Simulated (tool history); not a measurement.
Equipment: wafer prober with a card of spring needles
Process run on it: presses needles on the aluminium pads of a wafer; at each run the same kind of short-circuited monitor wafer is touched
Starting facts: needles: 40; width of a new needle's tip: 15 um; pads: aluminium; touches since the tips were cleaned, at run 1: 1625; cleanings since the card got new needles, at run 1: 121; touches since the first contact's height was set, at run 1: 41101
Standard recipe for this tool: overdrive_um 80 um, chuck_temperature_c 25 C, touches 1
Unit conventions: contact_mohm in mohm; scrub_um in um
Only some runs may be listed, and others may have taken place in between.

run,hour,overdrive_um,chuck_temperature_c,touches,touches since the tips were cleaned,cleanings since the card got new needles,touches since the first contact's height was set,contact_mohm,scrub_um
1,0,80,25,1,1625,121,41101,427,11.9
# hour 1.8: tips cleaned on abrasive film
# hour 10.3: tips cleaned on abrasive film
# hour 17.8: tips cleaned on abrasive film
# hour 25.4: tips cleaned on abrasive film
2,25.4,80,25,1,0,125,47604,284,11.92
# hour 33.1: tips cleaned on abrasive film
# hour 41.6: tips cleaned on abrasive film
3,44.1,76,25,1,644,127,52410,366,11.25
# hour 48.8: tips cleaned on abrasive film
# hour 56.3: tips cleaned on abrasive film
# hour 64.7: tips cleaned on abrasive film
4,69.7,76,25,1,1297,130,58976,425,11.17
# hour 72.6: tips cleaned on abrasive film
# hour 80.4: tips cleaned on abrasive film
# hour 87.8: tips cleaned on abrasive film
5,91.2,76,25,1,882,133,64486,385,11.19
# hour 95.8: tips cleaned on abrasive film
# hour 104.1: tips cleaned on abrasive film
6,105.7,80,25,3,415,135,68213,296,11.87
# hour 112.6: tips cleaned on abrasive film
# hour 120.6: tips cleaned on abrasive film
# hour 128.7: tips cleaned on abrasive film
7,129.5,80,25,3,222,138,74323,291,11.78
# hour 136.1: tips cleaned on abrasive film
# hour 144.3: tips cleaned on abrasive film
8,148.2,80,25,1,1024,140,79118,385,11.77
# hour 151.7: tips cleaned on abrasive film
# hour 159.6: tips cleaned on abrasive film
9,165.5,80,25,2,1531,142,83571,375,11.79
# hour 167.3: tips cleaned on abrasive film
# hour 174.6: tips cleaned on abrasive film
# hour 182.2: tips cleaned on abrasive film
10,184.3,80,25,2,546,145,88376,313,11.78
# hour 189.2: tips cleaned on abrasive film
# hour 197.2: tips cleaned on abrasive film
11,201.6,89,25,1,1163,147,92820,374,13.11
# hour 205: tips cleaned on abrasive film
# hour 213.6: tips cleaned on abrasive film
12,219.2,89,25,1,1456,149,97336,389,13.03
# hour 221: tips cleaned on abrasive film
# hour 228.9: tips cleaned on abrasive film
13,230.7,80,25,1,464,151,100280,334,11.66
# hour 236: tips cleaned on abrasive film
# hour 243: tips cleaned on abrasive film
14,248.5,80,56,1,1434,153,104854,436,11.68
# hour 250.3: tips cleaned on abrasive film
# hour 258.4: tips cleaned on abrasive film
# hour 267: tips cleaned on abrasive film
15,269.1,80,56,1,555,156,110128,365,11.62
# hour 273.9: tips cleaned on abrasive film
# hour 281.8: tips cleaned on abrasive film
16,287.2,80,56,1,1407,158,114763,414,11.65
# hour 289: tips cleaned on abrasive film
# hour 297.6: tips cleaned on abrasive film
# hour 309.6: card fitted with new needles
17,315.2,60,110,1,1455,0,1455,453,9.1
# hour 317: tips cleaned on abrasive film
# hour 324.4: tips cleaned on abrasive film
# hour 333: tips cleaned on abrasive film
18,333.1,94,118,2,35,3,6031,300,14.22
# hour 340: tips cleaned on abrasive film
19,345.9,94,118,2,1538,4,9340,336,14.26
# hour 347.8: tips cleaned on abrasive film
# hour 355.9: tips cleaned on abrasive film
20,362,80,54,1,1596,6,13471,388,12.05
# hour 363.9: tips cleaned on abrasive film
# hour 371.6: tips cleaned on abrasive film
21,377.8,80,54,1,1591,8,17500,380,12.11
# hour 379.6: tips cleaned on abrasive film
# hour 387.2: tips cleaned on abrasive film
# hour 395.8: tips cleaned on abrasive film
22,395.9,74,25,1,34,11,22138,285,11.06
# hour 404.2: tips cleaned on abrasive film
# hour 412.5: tips cleaned on abrasive film
23,412.7,74,25,1,52,13,26450,290,11.14

Branching from run 23: 3 alternative next runs. What would each branch give?
# hour 420.3: tips cleaned on abrasive film
# hour 427.9: tips cleaned on abrasive film
A,430.8,80,25,2,746,15,31106,?,?
# hour 420.3: tips cleaned on abrasive film
# hour 427.9: tips cleaned on abrasive film
B,430.8,74,25,2,746,15,31106,?,?
# hour 420.3: tips cleaned on abrasive film
# hour 427.9: tips cleaned on abrasive film
C,430.8,85,30,1,746,15,31106,?,?

run,contact_mohm,scrub_um
A,305,12
B,312,11.1
C,326,12.73
With no hidden state in the tool, these same runs would have given:
run,contact_mohm,scrub_um
A,268,12.13
B,270,11.24
C,272,12.87

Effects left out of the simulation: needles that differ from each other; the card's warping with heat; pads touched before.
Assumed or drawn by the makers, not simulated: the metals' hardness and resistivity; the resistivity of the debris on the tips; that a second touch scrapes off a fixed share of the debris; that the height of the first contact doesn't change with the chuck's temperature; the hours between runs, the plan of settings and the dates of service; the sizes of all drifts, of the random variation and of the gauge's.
